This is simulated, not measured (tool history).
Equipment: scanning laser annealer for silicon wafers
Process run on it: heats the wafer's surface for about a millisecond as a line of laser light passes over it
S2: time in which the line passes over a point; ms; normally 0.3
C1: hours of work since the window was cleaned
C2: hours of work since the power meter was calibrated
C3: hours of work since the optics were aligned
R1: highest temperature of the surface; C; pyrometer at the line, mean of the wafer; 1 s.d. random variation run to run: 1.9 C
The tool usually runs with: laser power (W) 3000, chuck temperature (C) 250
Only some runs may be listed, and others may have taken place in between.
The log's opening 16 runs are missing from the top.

Run 17, hour 806.2: usual settings; C1 76; C2 983; C3 401. Result: R1 1076 C.
Run 18, hour 845.3: usual settings; C1 99; C2 1006; C3 424. Result: R1 1073 C.
Run 19, hour 900: usual settings; C1 131; C2 1038; C3 456. Result: R1 1073 C.
Run 20, hour 942.4: usual settings but laser power (W) 2968, S2 0.253 ms; C1 156; C2 1063; C3 481. Result: R1 999 C.
Run 21, hour 1007.5: usual settings but laser power (W) 2881, chuck temperature (C) 258; C1 195; C2 1102; C3 520. Result: R1 1036 C.
Run 22, hour 1071.3: usual settings but laser power (W) 3024, S2 0.226 ms, chuck temperature (C) 239; C1 233; C2 1139; C3 557. Result: R1 964 C.
Run 23, hour 1104.4: usual settings but laser power (W) 3236, S2 0.33 ms, chuck temperature (C) 211; C1 252; C2 1159; C3 577. Result: R1 1139 C.
Run 24, hour 1153.8: usual settings but laser power (W) 2833, S2 0.373 ms, chuck temperature (C) 226; C1 281; C2 1188; C3 606. Result: R1 1057 C.
Run 25, hour 1200.6: usual settings but laser power (W) 3114, chuck temperature (C) 279; C1 309; C2 1216; C3 634. Result: R1 1129 C.
Run 26, hour 1242.3: usual settings but S2 0.333 ms, chuck temperature (C) 240; C1 333; C2 1240; C3 658. Result: R1 1081 C.
At hour 1278.9: window over the wafer cleaned.
Run 27, hour 1296.9: usual settings but laser power (W) 3191, S2 0.225 ms, chuck temperature (C) 234; C1 11; C2 1271; C3 689. Result: R1 1019 C.
Run 28, hour 1339.1: usual settings but laser power (W) 2561, S2 0.332 ms, chuck temperature (C) 268; C1 35; C2 1296; C3 714. Result: R1 971 C.
Run 29, hour 1372.9: usual settings but laser power (W) 3155, S2 0.325 ms; C1 55; C2 1316; C3 734. Result: R1 1155 C.
Run 30, hour 1432.7: usual settings but laser power (W) 3155, S2 0.245 ms; C1 91; C2 1351; C3 769. Result: R1 1047 C.
Run 31, hour 1501.6: usual settings but laser power (W) 3155, S2 0.245 ms; C1 131; C2 1392; C3 810. Result: R1 1046 C.
Run 32, hour 1532.9: usual settings but chuck temperature (C) 253; C1 150; C2 1411; C3 828. Result: R1 1063 C.
Run 33, hour 1567.5: usual settings but chuck temperature (C) 253; C1 170; C2 1431; C3 849. Result: R1 1062 C.
Run 34, hour 1616.9: usual settings but laser power (W) 2817, S2 0.215 ms, chuck temperature (C) 224; C1 199; C2 1460; C3 878. Result: R1 869 C.
Run 35, hour 1662.6: usual settings but laser power (W) 2904, S2 0.301 ms; C1 226; C2 1487; C3 905. Result: R1 1025 C.
Run 36, hour 1707.9: usual settings but chuck temperature (C) 279; C1 253; C2 1514; C3 932. Result: R1 1086 C.
Run 37, hour 1772.7: usual settings but laser power (W) 2631, S2 0.317 ms, chuck temperature (C) 220; C1 291; C2 1552; C3 970. Result: R1 914 C.
Run 38, hour 1830.8: usual settings but laser power (W) 2683; C1 326; C2 1586; C3 1004. Result: R1 944 C.

What if the next run were any one of these 3? Each begins from the tool's condition after run 38:
At hour 1880.3: window over the wafer cleaned.
Run A, hour 1886.9: usual settings but laser power (W) 2880, S2 0.286 ms, chuck temperature (C) 282; C1 4; C2 1618; C3 1036. Result: R1 ?.
At hour 1880.3: window over the wafer cleaned.
Run B, hour 1886.9: usual settings but laser power (W) 3254; C1 4; C2 1618; C3 1036. Result: R1 ?.
At hour 1880.3: window over the wafer cleaned.
Run C, hour 1886.9: usual settings but S2 0.327 ms; C1 4; C2 1618; C3 1036. Result: R1 ?.

run    R1
  A  1052
  B  1160
  C  1101
Take away the tool's hidden state, keep each run's random variation, and the runs would have read:
run    R1
  A  1068
  B  1180
  C  1119

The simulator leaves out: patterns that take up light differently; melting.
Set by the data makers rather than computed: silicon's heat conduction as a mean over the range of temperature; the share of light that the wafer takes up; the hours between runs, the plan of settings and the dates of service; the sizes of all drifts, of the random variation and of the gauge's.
